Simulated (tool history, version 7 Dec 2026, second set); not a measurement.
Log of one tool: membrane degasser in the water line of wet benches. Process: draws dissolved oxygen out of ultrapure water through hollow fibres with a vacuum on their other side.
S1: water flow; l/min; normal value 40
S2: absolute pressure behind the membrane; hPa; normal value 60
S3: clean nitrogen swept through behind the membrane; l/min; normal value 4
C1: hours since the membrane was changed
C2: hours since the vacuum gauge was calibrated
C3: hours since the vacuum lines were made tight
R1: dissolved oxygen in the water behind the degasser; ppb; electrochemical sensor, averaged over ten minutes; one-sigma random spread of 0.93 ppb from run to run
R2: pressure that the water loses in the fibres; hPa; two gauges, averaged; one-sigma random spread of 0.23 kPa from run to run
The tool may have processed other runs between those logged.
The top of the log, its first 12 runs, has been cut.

run 13 hour=848.8 | S1=40 S2=60 S3=4 | C1=1031 C2=2960 C3=4347 | R1=93.3 R2=578.2
run 14 hour=895.3 | S1=40 S2=60 S3=5.61 | C1=1077 C2=3007 C3=4394 | R1=74.4 R2=578.9
run 15 hour=963.9 | S1=40 S2=60 S3=3.21 | C1=1146 C2=3075 C3=4462 | R1=108.2 R2=577.3
run 16 hour=1014.7 | S1=40 S2=60 S3=4 | C1=1197 C2=3126 C3=4513 | R1=94 R2=577.7
run 17 hour=1064.2 | S1=35 S2=60 S3=4 | C1=1246 C2=3176 C3=4563 | R1=75.9 R2=500.3
run 18 hour=1118.4 | S1=32 S2=77.7 S3=3.96 | C1=1300 C2=3230 C3=4617 | R1=100.1 R2=465
run 19 hour=1223 | S1=32 S2=133 S3=4.23 | C1=1405 C2=3334 C3=4722 | R1=192.3 R2=465
run 20 hour=1303.8 | S1=36 S2=60 S3=3.12 | C1=1486 C2=3415 C3=4802 | R1=97.2 R2=521
run 21 hour=1355.6 | S1=36 S2=60 S3=3.12 | C1=1538 C2=3467 C3=4854 | R1=96.8 R2=523.8
run 22 hour=1451.8 | S1=40 S2=60 S3=5.31 | C1=1634 C2=3563 C3=4950 | R1=77.8 R2=579.2
run 23 hour=1495.4 | S1=40 S2=58.6 S3=3.74 | C1=1678 C2=3607 C3=4994 | R1=96.2 R2=578.6
run 24 hour=1567.8 | S1=34 S2=58.6 S3=3.74 | C1=1750 C2=3679 C3=5066 | R1=74.4 R2=495.6
run 25 hour=1613.8 | S1=40 S2=60 S3=2.75 | C1=1796 C2=3725 C3=5112 | R1=123.4 R2=586.6
run 26 hour=1686.6 | S1=42 S2=101.7 S3=4 | C1=1869 C2=3798 C3=5185 | R1=202 R2=613.5
run 27 hour=1742.9 | S1=42 S2=101.7 S3=4 | C1=1925 C2=3854 C3=5241 | R1=202 R2=615.5
run 28 hour=1787.7 | S1=42 S2=101.3 S3=4 | C1=1970 C2=3899 C3=5286 | R1=202.1 R2=610.5
run 29 hour=1851.2 | S1=40 S2=37.9 S3=1.72 | C1=2033 C2=3963 C3=5350 | R1=67 R2=587.7
run 30 hour=1912 | S1=26 S2=64.1 S3=6.91 | C1=2094 C2=4024 C3=5411 | R1=36.5 R2=381.2
run 31 hour=1988.4 | S1=26 S2=64.1 S3=6.91 | C1=2171 C2=4100 C3=5487 | R1=35.9 R2=380.2
run 32 hour=2055.8 | S1=32 S2=66.4 S3=1.6 | C1=2238 C2=4167 C3=5554 | R1=172.5 R2=467.3

Below are 4 alternative next runs, each starting from the tool's condition after run 32. Predict each:
run A hour=2129 | S1=32 S2=56.1 S3=1.6 | C1=2311 C2=4240 C3=5628 | R1=? R2=?
run B hour=2129 | S1=37 S2=49.5 S3=1.6 | C1=2311 C2=4240 C3=5628 | R1=? R2=?
run C hour=2129 | S1=40 S2=60 S3=10.11 | C1=2311 C2=4240 C3=5628 | R1=? R2=?
run D hour=2129 | S1=43 S2=51.7 S3=3.72 | C1=2311 C2=4240 C3=5628 | R1=? R2=?

run=A R1=128.4 R2=472
run=B R1=118.9 R2=541.1
run=C R1=54.4 R2=585.6
run=D R1=93.5 R2=627.8
With the hidden condition removed and each run's random variation left untouched, the same runs would have given:
run=A R1=115 R2=459.6
run=B R1=103.2 R2=526.8
run=C R1=48 R2=570.1
run=D R1=81.8 R2=611.2

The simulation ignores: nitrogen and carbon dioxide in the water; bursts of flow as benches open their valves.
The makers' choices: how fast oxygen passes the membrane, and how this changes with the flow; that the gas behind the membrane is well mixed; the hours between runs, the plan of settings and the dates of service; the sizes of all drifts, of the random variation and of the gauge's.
